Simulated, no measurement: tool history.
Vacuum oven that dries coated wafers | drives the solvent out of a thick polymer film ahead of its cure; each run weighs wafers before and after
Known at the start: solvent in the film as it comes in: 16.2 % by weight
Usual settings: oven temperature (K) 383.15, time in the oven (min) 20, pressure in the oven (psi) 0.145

Run 1, hour 0.0: usual settings. Result: solvent left in the film (%) 2.92.
Run 2, hour 5.3: usual settings. Result: solvent left in the film (%) 2.82.
Run 3, hour 14.9: usual settings. Result: solvent left in the film (%) 2.90.
Run 4, hour 23.4: usual settings. Result: solvent left in the film (%) 2.81.
Run 5, hour 31.9: usual settings. Result: solvent left in the film (%) 2.89.
Run 6, hour 44.0: usual settings. Result: solvent left in the film (%) 2.82.
Run 7, hour 53.9: usual settings. Result: solvent left in the film (%) 2.82.
Run 8, hour 65.6: usual settings but oven temperature (K) 397.15, time in the oven (min) 22. Result: solvent left in the film (%) 1.32.
Run 9, hour 71.1: usual settings but oven temperature (K) 382.15, time in the oven (min) 19, pressure in the oven (psi) 0.289. Result: solvent left in the film (%) 4.88.
Run 10, hour 77.2: usual settings but oven temperature (K) 371.15, time in the oven (min) 15. Result: solvent left in the film (%) 7.40.

Forecast each of these 4 alternatives for the next run:
Run A, hour 88.0: usual settings but oven temperature (K) 396.15, pressure in the oven (psi) 0.178. Result: solvent left in the film (%) ?.
Run B, hour 88.0: usual settings but time in the oven (min) 31, pressure in the oven (psi) 0.377. Result: solvent left in the film (%) ?.
Run C, hour 88.0: usual settings but oven temperature (K) 392.15, time in the oven (min) 28, pressure in the oven (psi) 0.138. Result: solvent left in the film (%) ?.
Run D, hour 88.0: usual settings but oven temperature (K) 371.15, time in the oven (min) 18, pressure in the oven (psi) 0.524. Result: solvent left in the film (%) ?.

run  solvent left in the film (%)
  A                          1.68
  B                          5.21
  C                          1.44
  D                         12.29
Without the tool's hidden state the same runs would have given:
run  solvent left in the film (%)
  A                          1.70
  B                          5.34
  C                          1.45
  D                         12.58
